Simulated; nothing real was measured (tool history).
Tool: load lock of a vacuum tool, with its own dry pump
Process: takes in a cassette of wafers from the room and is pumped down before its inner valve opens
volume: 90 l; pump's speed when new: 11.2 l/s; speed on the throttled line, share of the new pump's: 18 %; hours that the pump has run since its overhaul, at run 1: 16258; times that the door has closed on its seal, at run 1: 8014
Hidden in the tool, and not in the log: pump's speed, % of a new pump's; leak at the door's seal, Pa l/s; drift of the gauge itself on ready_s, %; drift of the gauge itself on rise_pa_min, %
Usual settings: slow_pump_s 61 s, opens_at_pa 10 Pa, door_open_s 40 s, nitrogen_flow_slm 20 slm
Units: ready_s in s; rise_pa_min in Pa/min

run,day,slow_pump_s,opens_at_pa,door_open_s,nitrogen_flow_slm,hours that the pump has run since its overhaul,times that the door has closed on its seal,"incoming humidity of the room's air, %",ready_s,rise_pa_min
1,0.000,61,10,40,20,16258,8014,40.7,123.7,0.017
2,17.225,61,10,40,20,16672,9116,45.3,124.8,0.012
3,26.942,61,10,40,20,16905,9737,44.9,125.1,0.015
4,44.408,61,10,40,20,17324,10854,43.1,125.5,0.009
5,53.392,61,10,40,20,17540,11429,43.6,123.8,0.015
6,71.921,61,10,40,20,17984,12614,43.8,125.0,0.017
7,88.146,61,10,40,20,18374,13652,47.7,126.2,0.016
8,99.596,61,10,40,20,18649,14384,44.1,125.6,0.018
9,114.625,61,10,40,20,19009,15345,47.2,125.0,0.015
10,123.271,61,10,40,20,19217,15898,43.9,125.8,0.011
11,137.679,61,10,40,20,19563,16820,47.3,125.4,0.018
# day 140.517: dry pump taken out, an overhauled one fitted
12,146.796,61,10,120,20,151,17387,49.6,126.7,0.030
13,158.479,61,10,120,20,431,18134,47.4,125.1,0.029
14,175.050,61,10,37,20,829,19194,46.3,124.9,0.018
15,187.821,61,10,44,20,1135,20011,43.0,126.7,0.013
16,200.083,61,10,44,20,1430,20795,42.8,125.3,0.016
17,217.462,61,10,44,20,1847,21907,46.9,126.7,0.017
18,232.421,61,10,40,16,2206,22863,45.2,124.6,0.016
19,248.292,61,10,26,10,2587,23879,44.0,125.2,0.012
20,263.088,33,9,56,20,2942,24825,43.6,102.8,0.025
21,278.817,33,11,67,20,3319,25831,48.0,100.7,0.025
22,295.592,31,11,53,20,3722,26904,46.2,98.4,0.024
23,312.967,31,11,53,20,4139,28015,43.0,98.5,0.020
24,331.754,31,11,166,20,4590,29217,47.7,101.0,0.038
25,344.904,47,11,49,4,4905,30058,43.3,112.4,0.023
26,353.688,108,10,193,4,5116,30619,46.4,163.4,0.063
27,371.075,108,10,193,4,5533,31732,43.4,164.4,0.055
28,387.142,67,7,66,9,5919,32759,41.9,133.5,0.029
29,398.754,67,7,66,9,6198,33502,46.1,134.1,0.029
30,416.383,33,13,70,30,6621,34629,45.2,100.0,0.017
31,431.562,94,15,26,12,6985,35600,46.5,148.7,0.018
32,449.496,94,9,26,12,7416,36747,42.8,152.0,0.014
33,465.946,70,9,114,12,7810,37799,44.9,135.4,0.033
34,480.567,61,10,40,10,8161,38734,43.8,126.3,0.017
35,497.738,36,11,109,10,8573,39833,46.1,104.2,0.036
36,510.575,36,11,109,10,8881,40654,38.6,103.9,0.033

5 ways to go on from here, each from the tool as it stands after run 36. What would each give?
# day 515.546: door's seal changed, seat wiped
A,524.583,69,10,40,41,9216,578,43.9,?,?
# day 515.546: door's seal changed, seat wiped
B,524.583,61,7,176,36,9216,578,45.8,?,?
# day 515.546: door's seal changed, seat wiped
C,524.583,61,8,46,20,9216,578,47.1,?,?
# day 515.546: door's seal changed, seat wiped
D,524.583,38,11,109,10,9216,578,44.0,?,?
# day 515.546: door's seal changed, seat wiped
E,524.583,36,16,109,10,9216,578,45.8,?,?

run,ready_s,rise_pa_min
A,131.8,0.012
B,126.4,0.034
C,126.1,0.017
D,105.2,0.035
E,100.8,0.033
Without the tool's hidden state the same runs would have given:
run,ready_s,rise_pa_min
A,131.7,0.012
B,126.3,0.034
C,126.0,0.017
D,105.1,0.035
E,100.7,0.033
